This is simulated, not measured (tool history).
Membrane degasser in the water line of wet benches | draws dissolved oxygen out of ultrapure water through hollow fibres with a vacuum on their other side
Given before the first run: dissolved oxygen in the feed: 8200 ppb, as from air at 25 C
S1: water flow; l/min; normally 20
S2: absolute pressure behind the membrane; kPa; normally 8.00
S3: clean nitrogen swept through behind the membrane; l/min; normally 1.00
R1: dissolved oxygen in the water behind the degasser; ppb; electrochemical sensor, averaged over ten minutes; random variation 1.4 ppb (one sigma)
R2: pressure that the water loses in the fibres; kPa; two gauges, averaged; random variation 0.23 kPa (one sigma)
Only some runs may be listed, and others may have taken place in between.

Run 1, hour 0.0: usual settings. Result: R1 223.3 ppb, R2 57.37 kPa.
Run 2, hour 59.6: usual settings. Result: R1 223.3 ppb, R2 57.14 kPa.
Run 3, hour 122.5: usual settings. Result: R1 224.2 ppb, R2 57.30 kPa.
Run 4, hour 161.7: usual settings. Result: R1 226.4 ppb, R2 57.51 kPa.
Run 5, hour 218.9: usual settings but S2 8.79 kPa. Result: R1 259.8 ppb, R2 57.29 kPa.
Run 6, hour 278.7: usual settings but S2 8.79 kPa. Result: R1 256.7 ppb, R2 57.89 kPa.
Run 7, hour 324.3: usual settings but S2 8.79 kPa, S3 1.50 l/min. Result: R1 185.2 ppb, R2 57.45 kPa.
Run 8, hour 383.5: usual settings but S2 8.79 kPa, S3 1.50 l/min. Result: R1 184.2 ppb, R2 57.20 kPa.
Run 9, hour 417.5: usual settings but S2 8.79 kPa, S3 1.50 l/min. Result: R1 185.2 ppb, R2 57.50 kPa.
Run 10, hour 467.4: usual settings but S2 18.15 kPa, S3 0.45 l/min. Result: R1 1166.8 ppb, R2 57.12 kPa.
Run 11, hour 534.1: usual settings but S1 19 l/min, S3 1.32 l/min. Result: R1 168.5 ppb, R2 54.77 kPa.
Run 12, hour 600.9: usual settings but S1 29 l/min, S2 6.66 kPa. Result: R1 263.1 ppb, R2 83.89 kPa.
Run 13, hour 662.8: usual settings but S2 13.39 kPa, S3 0.42 l/min. Result: R1 884.7 ppb, R2 58.09 kPa.
Run 14, hour 719.5: usual settings but S1 21 l/min, S2 19.28 kPa, S3 1.41 l/min. Result: R1 538.8 ppb, R2 60.37 kPa.
Run 15, hour 785.0: usual settings but S1 13 l/min, S2 15.31 kPa, S3 1.42 l/min. Result: R1 261.6 ppb, R2 37.44 kPa.
Run 16, hour 832.5: usual settings but S1 13 l/min, S2 15.31 kPa, S3 1.42 l/min. Result: R1 258.7 ppb, R2 37.24 kPa.

Run 17 is up next; what results do you expect?
Run 17, hour 884.0: usual settings but S1 13 l/min, S2 12.46 kPa. Result: R1 ?, R2 ?.

R1: 272.8 ppb
R2: 37.03 kPa
Had the tool carried no hidden state, the very same run would have given R1 272.6 ppb, R2 36.62 kPa.
